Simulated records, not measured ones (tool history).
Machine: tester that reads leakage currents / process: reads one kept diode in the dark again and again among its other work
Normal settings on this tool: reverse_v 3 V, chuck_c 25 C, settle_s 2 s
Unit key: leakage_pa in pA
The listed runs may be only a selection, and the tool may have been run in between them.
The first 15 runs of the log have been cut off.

Run 16, hour 326.6: usual settings. Result: leakage_pa 87.23 pA.
Run 17, hour 348.1: usual settings but chuck_c 23 C. Result: leakage_pa 72.78 pA.
Run 18, hour 373.2: usual settings but chuck_c 23 C. Result: leakage_pa 72.71 pA.
Run 19, hour 388.2: usual settings but chuck_c 23 C. Result: leakage_pa 72.47 pA.
Run 20, hour 404: usual settings but reverse_v 1.22 V. Result: leakage_pa 58.58 pA.
Run 21, hour 431.3: usual settings but reverse_v 1.81 V, chuck_c 20 C, settle_s 0.33 s. Result: leakage_pa 44.14 pA.
Run 22, hour 450: usual settings but chuck_c 56 C. Result: leakage_pa 1285.13 pA.
Run 23, hour 466.8: usual settings but chuck_c 31 C, settle_s 0.67 s. Result: leakage_pa 153.06 pA.
Run 24, hour 482.8: usual settings but reverse_v 1.47 V, chuck_c 43 C, settle_s 4.16 s. Result: leakage_pa 322.9 pA.
Run 25, hour 504.1: usual settings but reverse_v 1.87 V, chuck_c 33 C. Result: leakage_pa 149.51 pA.
Run 26, hour 523: usual settings but reverse_v 18.23 V, chuck_c 37 C, settle_s 0.32 s. Result: leakage_pa 590.81 pA.
Run 27, hour 538.5: usual settings but chuck_c 51 C. Result: leakage_pa 854.82 pA.
Run 28, hour 556.8: usual settings but chuck_c 23 C, settle_s 0.39 s. Result: leakage_pa 74.2 pA.
Run 29, hour 578.5: usual settings but reverse_v 7.1 V, settle_s 1.41 s. Result: leakage_pa 132.47 pA.
Run 30, hour 609.8: usual settings but reverse_v 7.1 V, settle_s 1.41 s. Result: leakage_pa 133.44 pA.
Run 31, hour 632.4: usual settings but reverse_v 19.18 V, chuck_c 20 C, settle_s 3.71 s. Result: leakage_pa 140.71 pA.
Run 32, hour 661.6: usual settings but reverse_v 19.18 V, chuck_c 20 C, settle_s 3.71 s. Result: leakage_pa 141.57 pA.
Run 33, hour 689.3: usual settings but reverse_v 6.99 V, chuck_c 40 C, settle_s 0.41 s. Result: leakage_pa 499.67 pA.
Run 34, hour 709.8: usual settings but reverse_v 6.99 V, chuck_c 40 C, settle_s 0.41 s. Result: leakage_pa 499.1 pA.
Run 35, hour 733.4: usual settings but reverse_v 3.59 V. Result: leakage_pa 97.6 pA.
Run 36, hour 746.6: usual settings but reverse_v 1.16 V, chuck_c 42 C, settle_s 0.76 s. Result: leakage_pa 271.64 pA.
Run 37, hour 763.5: usual settings but reverse_v 10.62 V, chuck_c 42 C, settle_s 0.76 s. Result: leakage_pa 715.01 pA.
Run 38, hour 793.7: usual settings but reverse_v 10.62 V, chuck_c 42 C, settle_s 0.76 s. Result: leakage_pa 717.85 pA.
Run 39, hour 817.1: usual settings but reverse_v 8.38 V, chuck_c 42 C, settle_s 0.76 s. Result: leakage_pa 641.94 pA.
Run 40, hour 839.8: usual settings but reverse_v 8.38 V, chuck_c 42 C, settle_s 0.76 s. Result: leakage_pa 641.54 pA.

Below are 3 alternative next runs, each starting from the tool's condition after run 40. Predict each:
Run A, hour 862.4: usual settings but reverse_v 2.17 V, chuck_c 24 C, settle_s 7.62 s. Result: leakage_pa ?.
Run B, hour 862.4: usual settings. Result: leakage_pa ?.
Run C, hour 862.4: usual settings but reverse_v 8.38 V, chuck_c 42 C, settle_s 4.98 s. Result: leakage_pa ?.

run  leakage_pa
  A       71.43
  B       90.77
  C       643.2
Without the tool's hidden state the same runs would have given:
run  leakage_pa
  A       64.58
  B       81.77
  C      600.28
